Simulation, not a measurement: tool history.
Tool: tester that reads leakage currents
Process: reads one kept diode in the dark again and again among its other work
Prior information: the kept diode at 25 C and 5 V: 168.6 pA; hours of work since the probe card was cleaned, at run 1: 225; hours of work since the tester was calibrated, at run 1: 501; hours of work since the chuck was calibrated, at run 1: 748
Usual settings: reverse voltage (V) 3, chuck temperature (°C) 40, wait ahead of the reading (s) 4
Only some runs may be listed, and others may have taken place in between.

run	hour	reverse voltage (V)	chuck temperature (°C)	wait ahead of the reading (s)	hours of work since the probe card was cleaned	hours of work since the tester was calibrated	hours of work since the chuck was calibrated	current that the tester gives (pA)
1	0	3	40	4	225	501	748	587.38
2	60.8	2.14	40	4	272	548	795	523.17
# hour 71.3: chuck's temperature calibrated
3	112.2	3	40	4	310	586	32	501.03
4	141.3	3	43	4	333	609	54	635.36
5	177.3	3	43	4	360	637	82	645.24
6	222.2	3	43	4	395	671	117	646.97
7	263.4	8.84	40	4	427	703	148	773.05
8	310.6	8.84	40	4	463	740	185	784.24
9	335.5	8.84	40	4	483	759	204	781.63
10	385.6	8.84	40	4	521	798	243	794.22
11	420.4	8.84	40	4	548	824	270	801.39
12	466	8.84	40	4	583	860	305	801.36
13	503.1	9.2	40	4	612	888	334	821.48
14	550.3	9.2	40	4	649	925	370	829.73
15	598.6	1.21	40	4	686	962	407	387.54
16	649.6	3	40	4	725	1001	447	553.7
17	701.4	3	40	4	765	1041	487	552.98
18	749.8	3	40	4	803	1079	524	558.8
19	804.7	3	40	4	845	1121	567	565.21
20	865.4	3	40	4	892	1168	613	572.65
21	917.5	2.88	24	4	932	1208	654	148.36
22	943.5	2.88	24	4	952	1229	674	147.94
23	986.8	3	27	0.53	986	1262	707	198.96
24	1037.4	9.07	23	3.83	1025	1301	746	214.74
25	1077.3	9.07	23	3.83	1056	1332	777	218.93
# hour 1113.9: chuck's temperature calibrated
26	1116.7	9.07	23	3.83	1085	1361	2	181.1
27	1143.2	1.31	22	4.46	1105	1381	23	78.28
28	1187.3	13.21	22	0.56	1139	1415	57	198.64
29	1228	4.66	41	4	1171	1447	88	661.72
30	1286	4.66	41	4	1215	1492	133	672.71
31	1324.8	1.43	36	0.41	1245	1522	163	285.08
32	1353.9	7.75	47	1	1268	1544	185	1327.12
33	1408	2.88	33	0.45	1310	1586	227	296.62
34	1441.3	2.88	33	0.45	1335	1612	253	297.1
35	1486.8	3	59	0.35	1371	1647	288	2309.28
36	1538.7	4.15	51	4.62	1411	1687	328	1453.77
37	1575.5	3	40	1	1439	1715	357	548.42
38	1619	8.23	24	2.43	1473	1749	390	211.58
39	1648.8	8.23	24	4.02	1496	1772	413	214.97

Selected run-to-run steps in current that the tester gives (pA), each split into two signed amounts: the part the tool would show with no hidden state at all (from settings, incoming material and random variation), and the remainder, which goes to the hidden state together with any gauge scatter not common to the measured and the hidden-state-free results:
The hidden state here: stray current of the dirty probe card, pA a volt; current scale over the true one, %; true chuck temperature over the reading, C; drift of the gauge itself on leakage_pa, %.
Run 2 -> 3: reverse voltage (V) 2.14 -> 3, chuck's temperature calibrated. current that the tester gives (pA) -22.14: hidden state -84.41, all else +62.27.
Run 31 -> 32: reverse voltage (V) 1.43 -> 7.75, chuck temperature (°C) 36 -> 47, wait ahead of the reading (s) 0.41 -> 1. current that the tester gives (pA) +1042.04: hidden state +56.52, all else +985.52.
Run 32 -> 33: reverse voltage (V) 7.75 -> 2.88, chuck temperature (°C) 47 -> 33, wait ahead of the reading (s) 1 -> 0.45. current that the tester gives (pA) -1030.5: hidden state -50.91, all else -979.59.
Run 34 -> 35: reverse voltage (V) 2.88 -> 3, chuck temperature (°C) 33 -> 59, wait ahead of the reading (s) 0.45 -> 0.35. current that the tester gives (pA) +2012.18: hidden state +141.5, all else +1870.68.
Run 36 -> 37: reverse voltage (V) 4.15 -> 3, chuck temperature (°C) 51 -> 40, wait ahead of the reading (s) 4.62 -> 1. current that the tester gives (pA) -905.35: hidden state -67.67, all else -837.68.

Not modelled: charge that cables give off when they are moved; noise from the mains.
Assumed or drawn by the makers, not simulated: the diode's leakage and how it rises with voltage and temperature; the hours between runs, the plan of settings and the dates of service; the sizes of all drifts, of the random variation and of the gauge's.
